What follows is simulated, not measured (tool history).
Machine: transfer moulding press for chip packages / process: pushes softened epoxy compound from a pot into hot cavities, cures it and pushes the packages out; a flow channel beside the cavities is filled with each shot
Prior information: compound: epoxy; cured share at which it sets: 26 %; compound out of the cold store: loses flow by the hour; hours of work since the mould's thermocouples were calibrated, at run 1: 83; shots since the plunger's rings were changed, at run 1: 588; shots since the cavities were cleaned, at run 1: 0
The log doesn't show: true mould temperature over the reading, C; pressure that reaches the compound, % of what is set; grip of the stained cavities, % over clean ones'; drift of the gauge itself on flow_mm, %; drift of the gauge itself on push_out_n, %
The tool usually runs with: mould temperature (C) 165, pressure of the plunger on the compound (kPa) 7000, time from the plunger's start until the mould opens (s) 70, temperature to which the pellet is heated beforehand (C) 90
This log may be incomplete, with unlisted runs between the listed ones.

run	day	mould temperature (C)	pressure of the plunger on the compound (kPa)	time from the plunger's start until the mould opens (s)	temperature to which the pellet is heated beforehand (C)	hours of work since the mould's thermocouples were calibrated	shots since the plunger's rings were changed	shots since the cavities were cleaned	incoming compound's hours out of the cold store	length that the compound runs in the flow channel (mm)	greatest force on the pins that push the packages out (N)
1	0	165	7000	70	90	83	588	0	33.3	717	295
2	0.329	165	7000	70	90	89	736	148	21.5	759	350
3	0.821	165	7000	70	90	98	959	371	9.2	809	405
4	1.183	165	7000	85	90	105	1123	535	41.2	684	363
5	1.504	165	7000	85	90	111	1269	681	28.9	727	366
6	1.925	165	7000	93	90	119	1459	871	33.3	708	391
# day 2.238: cavities cleaned with cleaning compound and waxed
7	2.325	165	7000	93	90	125	1613	41	32.1	713	285
8	2.579	163	5740	106	94	129	1727	155	9.1	723	317
# day 2.692: mould's thermocouples calibrated
9	2.938	165	8700	81	100	4	1851	279	21.5	822	328
10	3.35	165	7000	72	98	12	2040	468	14.3	762	387
11	3.567	162	6360	68	96	16	2137	565	8.2	756	499
12	4.012	171	5870	70	90	24	2338	766	37.9	620	383
13	4.454	165	6730	70	86	32	2539	967	38	669	431

Branching from run 13: 3 alternative next runs. What would each branch give?
# day 4.592: cavities cleaned with cleaning compound and waxed
A	4.742	165	6730	70	95	36	2641	68	30	?	?
# day 4.592: cavities cleaned with cleaning compound and waxed
B	4.742	172	6730	80	86	36	2641	68	41.6	?	?
# day 4.592: cavities cleaned with cleaning compound and waxed
C	4.742	165	7000	64	97	36	2641	68	16.5	?	?

run	length that the compound runs in the flow channel (mm)	greatest force on the pins that push the packages out (N)
A	703	327
B	646	284
C	765	371
Without the tool's hidden state the same runs would have given:
run	length that the compound runs in the flow channel (mm)	greatest force on the pins that push the packages out (N)
A	724	307
B	665	268
C	787	348
